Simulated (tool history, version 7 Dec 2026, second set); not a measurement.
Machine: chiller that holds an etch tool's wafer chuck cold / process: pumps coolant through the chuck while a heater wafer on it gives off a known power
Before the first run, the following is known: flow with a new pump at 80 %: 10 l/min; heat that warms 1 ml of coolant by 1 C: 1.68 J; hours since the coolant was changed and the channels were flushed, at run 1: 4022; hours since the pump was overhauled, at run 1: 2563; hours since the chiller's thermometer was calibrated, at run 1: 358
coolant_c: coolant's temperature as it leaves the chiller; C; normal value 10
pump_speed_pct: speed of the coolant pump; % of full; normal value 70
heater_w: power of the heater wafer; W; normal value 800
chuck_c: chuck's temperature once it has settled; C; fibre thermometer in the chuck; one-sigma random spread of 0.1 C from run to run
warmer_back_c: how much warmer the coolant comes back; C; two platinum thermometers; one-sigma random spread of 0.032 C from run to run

run,day,coolant_c,pump_speed_pct,heater_w,hours since the coolant was changed and the channels were flushed,hours since the pump was overhauled,hours since the chiller's thermometer was calibrated,chuck_c,warmer_back_c
1,0.000,10,70,800,4022,2563,358,17.8,3.39
2,5.967,10,70,800,4165,2706,501,17.9,3.33
3,10.200,10,70,800,4267,2808,603,18.0,3.40
4,15.975,10,70,800,4405,2946,741,18.0,3.33
5,20.342,10,70,800,4510,3051,846,18.1,3.41
6,24.479,10,70,800,4609,3150,945,18.3,3.34
7,32.129,10,70,800,4793,3334,1129,18.4,3.40
8,39.358,10,70,800,4967,3507,1303,18.5,3.39
9,42.596,10,70,800,5044,3585,1380,18.5,3.35
10,49.471,10,70,800,5209,3750,1545,18.5,3.40
11,52.825,0,70,800,5290,3831,1626,8.5,3.43
12,57.912,0,70,800,5412,3953,1748,8.6,3.45
13,63.492,0,70,800,5546,4087,1882,8.6,3.45
# day 67.017: coolant changed, channels flushed
14,68.425,13,70,800,34,4199,1994,20.2,3.42
15,75.604,13,70,800,206,4371,2167,20.2,3.40
16,79.496,10,70,714,300,4465,2260,16.6,3.12
17,85.104,3,70,1121,434,4599,2394,13.3,4.85
18,88.429,19,97,977,514,4679,2474,26.2,3.04
19,92.596,10,90,503,614,4779,2574,14.0,1.71
20,96.108,13,70,1017,698,4863,2659,22.5,4.42
21,101.771,13,70,1017,834,4999,2794,22.4,4.40

Run 22, settings as shown, results not yet in. Your forecast:
22,106.817,13,76,419,955,5120,2916,?,?

{"run 22": {"chuck_c": 17.0, "warmer_back_c": 1.68}}
The same run, on a tool lacking any hidden state, would have yielded chuck_c 16.3 C, warmer_back_c 1.57 C.
